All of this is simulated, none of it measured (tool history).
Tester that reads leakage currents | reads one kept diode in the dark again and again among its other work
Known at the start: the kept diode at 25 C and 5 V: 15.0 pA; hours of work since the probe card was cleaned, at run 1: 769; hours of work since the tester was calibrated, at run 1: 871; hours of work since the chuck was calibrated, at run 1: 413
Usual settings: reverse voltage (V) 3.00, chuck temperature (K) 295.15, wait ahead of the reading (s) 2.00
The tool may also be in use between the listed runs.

| run | hour | reverse voltage (V) | chuck temperature (K) | wait ahead of the reading (s) | hours of work since the probe card was cleaned | hours of work since the tester was calibrated | hours of work since the chuck was calibrated | current that the tester gives (pA) |
|---|---|---|---|---|---|---|---|---|
| 1 | 0.0 | 3.00 | 295.15 | 2.00 | 769 | 871 | 413 | 9.79 |
| 2 | 20.2 | 3.00 | 295.15 | 7.46 | 783 | 884 | 426 | 9.57 |
| 3 | 56.9 | 3.00 | 295.15 | 2.00 | 806 | 907 | 450 | 9.86 |
| 4 | 90.0 | 3.00 | 295.15 | 2.00 | 828 | 929 | 472 | 9.73 |
| 5 | 111.5 | 3.00 | 295.15 | 2.00 | 842 | 943 | 485 | 9.72 |
| 6 | 128.2 | 3.00 | 295.15 | 2.00 | 852 | 953 | 496 | 9.71 |
| 7 | 150.4 | 3.00 | 295.15 | 2.00 | 867 | 968 | 511 | 9.77 |
| 8 | 183.5 | 3.00 | 295.15 | 1.66 | 888 | 989 | 532 | 9.78 |
|  | 187.6 | chuck's temperature calibrated |
| 9 | 207.5 | 3.00 | 295.15 | 1.66 | 902 | 1003 | 13 | 9.09 |
| 10 | 229.8 | 13.84 | 295.15 | 1.66 | 917 | 1018 | 27 | 21.62 |
| 11 | 263.9 | 4.64 | 295.15 | 2.00 | 939 | 1040 | 49 | 11.26 |
| 12 | 293.4 | 4.64 | 295.15 | 2.00 | 958 | 1059 | 68 | 11.28 |
| 13 | 332.7 | 4.99 | 307.15 | 0.86 | 983 | 1084 | 94 | 30.14 |
| 14 | 350.4 | 4.99 | 307.15 | 0.86 | 995 | 1096 | 105 | 30.11 |
| 15 | 374.7 | 3.95 | 324.15 | 0.41 | 1010 | 1111 | 121 | 105.86 |
|  | 408.9 | chuck's temperature calibrated, once more |
| 16 | 409.0 | 3.95 | 324.15 | 0.41 | 1031 | 1132 | 0 | 132.76 |
| 17 | 441.4 | 3.00 | 295.15 | 0.32 | 1052 | 1153 | 21 | 12.50 |
| 18 | 481.5 | 17.90 | 295.15 | 0.35 | 1078 | 1179 | 47 | 37.20 |
| 19 | 519.6 | 5.66 | 304.15 | 6.37 | 1102 | 1204 | 71 | 30.49 |
| 20 | 547.0 | 5.25 | 294.15 | 4.04 | 1120 | 1221 | 89 | 13.69 |

5 ways to go on from here, each from the tool as it stands after run 20. What would each give?
| A | 578.8 | 5.25 | 294.15 | 1.02 | 1141 | 1242 | 110 | ? |
| B | 578.8 | 5.16 | 295.15 | 4.04 | 1141 | 1242 | 110 | ? |
| C | 578.8 | 3.64 | 294.15 | 6.80 | 1141 | 1242 | 110 | ? |
| D | 578.8 | 3.00 | 295.15 | 1.60 | 1141 | 1242 | 110 | ? |
| E | 578.8 | 5.25 | 294.15 | 4.04 | 1141 | 1242 | 110 | ? |

| run | current that the tester gives (pA) |
|---|---|
| A | 14.24 |
| B | 14.62 |
| C | 11.32 |
| D | 11.08 |
| E | 13.71 |
Without the tool's hidden state the same runs would have given:
| run | current that the tester gives (pA) |
|---|---|
| A | 11.31 |
| B | 11.76 |
| C | 9.34 |
| D | 9.53 |
| E | 10.76 |

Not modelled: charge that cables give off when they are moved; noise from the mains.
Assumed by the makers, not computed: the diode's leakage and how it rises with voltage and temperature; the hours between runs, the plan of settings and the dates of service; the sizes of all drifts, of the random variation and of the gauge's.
